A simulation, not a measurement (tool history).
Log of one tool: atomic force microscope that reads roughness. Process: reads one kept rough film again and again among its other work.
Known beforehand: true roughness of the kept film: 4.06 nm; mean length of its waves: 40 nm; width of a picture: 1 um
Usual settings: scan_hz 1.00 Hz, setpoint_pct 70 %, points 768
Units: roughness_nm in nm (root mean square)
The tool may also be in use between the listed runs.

| run | day | scan_hz | setpoint_pct | points | roughness_nm |
|---|---|---|---|---|---|
| 1 | 0.000 | 1.00 | 70 | 768 | 2.869 |
|  | 0.250 | new tip fitted |
| 2 | 0.562 | 1.00 | 70 | 768 | 3.542 |
| 3 | 0.875 | 1.00 | 70 | 948 | 3.527 |
| 4 | 1.125 | 1.00 | 70 | 948 | 3.499 |
| 5 | 1.554 | 1.00 | 70 | 948 | 3.451 |
| 6 | 1.979 | 1.00 | 70 | 948 | 3.425 |
| 7 | 2.375 | 1.00 | 70 | 948 | 3.339 |
| 8 | 2.675 | 1.00 | 70 | 768 | 3.348 |
| 9 | 2.946 | 1.00 | 70 | 768 | 3.293 |
| 10 | 3.275 | 1.00 | 70 | 768 | 3.292 |
| 11 | 3.562 | 1.00 | 70 | 768 | 3.253 |
| 12 | 3.804 | 1.00 | 70 | 768 | 3.222 |
| 13 | 4.142 | 1.00 | 70 | 768 | 3.192 |
| 14 | 4.567 | 1.00 | 57 | 768 | 3.240 |
| 15 | 4.892 | 1.00 | 57 | 768 | 3.257 |
| 16 | 5.254 | 0.89 | 85 | 823 | 2.958 |
| 17 | 5.738 | 0.89 | 85 | 823 | 2.920 |
| 18 | 6.175 | 1.09 | 70 | 278 | 2.990 |
|  | 6.267 | height scale calibrated on a step standard |
| 19 | 6.517 | 1.09 | 70 | 278 | 2.972 |
| 20 | 6.867 | 1.09 | 70 | 278 | 2.972 |
|  | 7.242 | new tip fitted |
| 21 | 7.242 | 1.09 | 70 | 278 | 3.552 |
| 22 | 7.571 | 1.10 | 56 | 933 | 3.663 |
| 23 | 8.088 | 2.29 | 76 | 347 | 3.140 |
|  | 8.346 | height scale calibrated on a step standard, once more |
| 24 | 8.621 | 2.29 | 76 | 347 | 3.062 |
| 25 | 9.054 | 2.29 | 76 | 347 | 3.031 |
| 26 | 9.546 | 2.29 | 76 | 347 | 2.990 |
| 27 | 10.042 | 1.39 | 64 | 347 | 3.265 |
| 28 | 10.333 | 1.39 | 64 | 347 | 3.265 |

Alternative continuations, all from the tool just after run 28; predict every row:
| A | 10.721 | 1.39 | 57 | 347 | ? |
| B | 10.721 | 3.86 | 83 | 345 | ? |
| C | 10.721 | 1.65 | 87 | 632 | ? |
| D | 10.721 | 1.26 | 70 | 768 | ? |
| E | 10.721 | 1.00 | 58 | 768 | ? |

| run | roughness_nm |
|---|---|
| A | 3.281 |
| B | 2.376 |
| C | 2.764 |
| D | 3.176 |
| E | 3.321 |
What these runs would have given with no unlogged condition in the tool:
| run | roughness_nm |
|---|---|
| A | 3.641 |
| B | 2.635 |
| C | 3.067 |
| D | 3.524 |
| E | 3.685 |
